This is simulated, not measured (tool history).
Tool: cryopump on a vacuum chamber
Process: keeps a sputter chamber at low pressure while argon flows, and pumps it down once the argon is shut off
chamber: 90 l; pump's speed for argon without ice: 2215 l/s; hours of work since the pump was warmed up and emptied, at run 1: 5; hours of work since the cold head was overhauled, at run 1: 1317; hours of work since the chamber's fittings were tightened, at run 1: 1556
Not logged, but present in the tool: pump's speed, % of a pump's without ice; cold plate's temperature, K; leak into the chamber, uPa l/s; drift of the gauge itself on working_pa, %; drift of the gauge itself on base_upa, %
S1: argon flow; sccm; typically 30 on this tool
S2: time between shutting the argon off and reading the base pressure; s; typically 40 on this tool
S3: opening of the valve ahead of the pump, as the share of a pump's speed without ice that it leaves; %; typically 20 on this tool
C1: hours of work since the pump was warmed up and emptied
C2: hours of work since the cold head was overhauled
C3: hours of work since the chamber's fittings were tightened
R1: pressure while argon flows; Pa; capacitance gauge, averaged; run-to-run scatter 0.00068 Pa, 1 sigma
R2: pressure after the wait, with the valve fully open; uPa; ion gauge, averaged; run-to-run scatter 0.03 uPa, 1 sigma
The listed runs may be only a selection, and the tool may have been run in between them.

run     day  S1   S2  S3   C1    C2    C3      R1    R2
  1       0  30   40  20    5  1317  1556  0.1153  2.97
  2   2.467  30   40  20   46  1357  1597  0.1151  3.05
       2.95  -- leaking fittings of the chamber tightened, without venting
  3   4.779  30   40  20   83  1394    30  0.1171  1.53
  4   7.479  30   40  20  128  1439    75   0.117  1.57
  5   9.133  30   40  20  155  1467   102  0.1166  1.62
  6  10.546  30   40  20  179  1490   126  0.1195  1.66
  7  13.696  30   40  20  231  1542   178  0.1207  1.66
  8  15.742  30   40  20  265  1576   212  0.1191  1.74
  9  17.425  30   40  20  293  1604   240  0.1205  1.77
 10  18.988  30   40  20  318  1630   266  0.1219  1.84
 11  22.292  30   40  20  373  1684   320  0.1219  1.94
     23.758  -- pump warmed up, emptied and cooled again
 12  24.612  30   40  20   14  1719   355  0.1152  1.82
 13  27.975  30   40  20   70  1775   411  0.1164  1.88
 14  29.558  26   40  20   96  1801   437   0.101  1.96
 15  32.546  43   40  20  146  1851   487  0.1687  2.02
 16  34.471  43   40  20  177  1883   519  0.1691  2.04
 17  35.908  43   40  20  201  1907   543  0.1695   2.1
 18  38.421  13   26  23  243  1948   584   0.045  2.89
 19  41.858  15   20  19  300  2005   641  0.0637  3.63
 20  45.258  15   20  19  356  2061   697  0.0638  3.88
 21  46.754  17   40  20  381  2086   722  0.0701  2.46
     47.725  -- pump warmed up, emptied and cooled again
 22  48.888  17   40  20   19  2118   754  0.0643  2.24
 23  51.192  30   22  20   57  2156   792  0.1146   3.3
 24  53.338  30   22  20   93  2192   828  0.1166  3.39
 25  55.888  30   22  20  135  2234   870  0.1179  3.55
 26  57.425  15  273  31  161  2260   896  0.0386  1.33
 27    59.8  30   82  37  200  2299   935  0.0661  1.84
 28    63.2  15  116  36  256  2355   991  0.0341  1.81
 29  65.371  31   98  20  292  2391  1027  0.1259     2
 30  67.542  31   98  20  328  2427  1063  0.1267  2.15
 31    69.2  22   69  60  356  2455  1091  0.0329  2.37
     71.742  -- pump warmed up, emptied and cooled again
 32  72.775  22   69  60   17  2510  1146  0.0279  2.09
 33  74.208  22   69  60   41  2534  1170  0.0295  2.12
 34  76.771  49  130  60   83  2577  1213  0.0651  1.87

How would selected steps in R1 from run to run divide? Give the signed amount a tool lacking its hidden state would still show from settings, what came in and random variation, and the signed amount left for the hidden state, including any gauge scatter that is not in both of the compared results.
Run 11 -> 12: pump warmed up, emptied and cooled again. R1 -0.0067 Pa: hidden state -0.0078, all else +0.0011.
Run 17 -> 18: S1 43 -> 13, S2 40 -> 26, S3 20 -> 23. R1 -0.1245 Pa: hidden state -0.004, all else -0.1205.
Run 21 -> 22: pump warmed up, emptied and cooled again. R1 -0.0058 Pa: hidden state -0.0046, all else -0.0012.
Run 28 -> 29: S1 15 -> 31, S2 116 -> 98, S3 36 -> 20. R1 +0.0918 Pa: hidden state +0.004, all else +0.0878.
Run 30 -> 31: S1 31 -> 22, S2 98 -> 69, S3 20 -> 60. R1 -0.0938 Pa: hidden state -0.0017, all else -0.0921.
Run 31 -> 32: pump warmed up, emptied and cooled again. R1 -0.005 Pa: hidden state -0.0054, all else +0.0004.

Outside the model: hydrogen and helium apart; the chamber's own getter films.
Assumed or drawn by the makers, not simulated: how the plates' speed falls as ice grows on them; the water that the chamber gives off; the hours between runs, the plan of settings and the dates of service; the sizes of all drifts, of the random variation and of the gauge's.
